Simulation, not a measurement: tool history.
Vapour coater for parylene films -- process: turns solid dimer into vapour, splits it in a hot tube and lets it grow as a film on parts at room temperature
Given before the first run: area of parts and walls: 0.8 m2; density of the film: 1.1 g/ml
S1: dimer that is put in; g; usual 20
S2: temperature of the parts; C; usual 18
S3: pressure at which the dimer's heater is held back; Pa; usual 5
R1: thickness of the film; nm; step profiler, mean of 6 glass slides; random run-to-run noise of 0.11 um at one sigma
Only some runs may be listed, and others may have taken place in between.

run	hour	S1	S2	S3	R1
1	0	20	18	5	13430
2	27.6	20	18	5	13580
# hour 45.7: trap's valve overhauled
3	46.1	20	18	5	13300
4	73	20	18	3.17	14000
5	87.6	20	18	3.17	13730
6	100.9	20	18	3.17	13620
7	127.3	20	18	3.17	13590

Run 8 comes next. What will it give?
8	142.6	10	15	2.24	?

R1: 8060 nm
Minus the tool's unlogged condition, the same run would have read R1 8080 nm.
